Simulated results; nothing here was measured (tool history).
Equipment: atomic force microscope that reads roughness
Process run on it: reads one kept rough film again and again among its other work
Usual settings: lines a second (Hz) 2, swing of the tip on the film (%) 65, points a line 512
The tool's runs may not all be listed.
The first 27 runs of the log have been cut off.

run	hour	lines a second (Hz)	swing of the tip on the film (%)	points a line	pictures with this tip	hours of work since the height scale was calibrated	roughness of the kept film (nm (root mean square))
28	240.6	3.73	57	395	48	7	2.003
29	246	1.6	79	395	55	11	1.965
30	256.8	1.6	79	395	70	20	1.958
31	264.3	1.6	79	395	80	25	1.954
32	275.5	1.27	65	470	94	34	2.037
33	287.1	2	89	496	110	43	1.829
34	299.6	3.23	78	934	126	52	1.833
35	311.8	2	58	418	142	62	1.99
36	319.5	2	58	418	153	68	1.984
37	325	3.15	65	461	160	72	1.935

4 ways to go on from here, each from the tool as it stands after run 37. What would each give?
A	331.6	0.54	69	512	169	77	?
B	331.6	3.15	89	477	169	77	?
C	331.6	2.44	73	512	169	77	?
D	331.6	0.88	74	512	169	77	?

run	roughness of the kept film (nm (root mean square))
A	2.007
B	1.681
C	1.893
D	1.975
The same runs, with their run-to-run variation unchanged, on a tool lacking any hidden condition would have given:
run	roughness of the kept film (nm (root mean square))
A	2.116
B	1.772
C	1.995
D	2.082
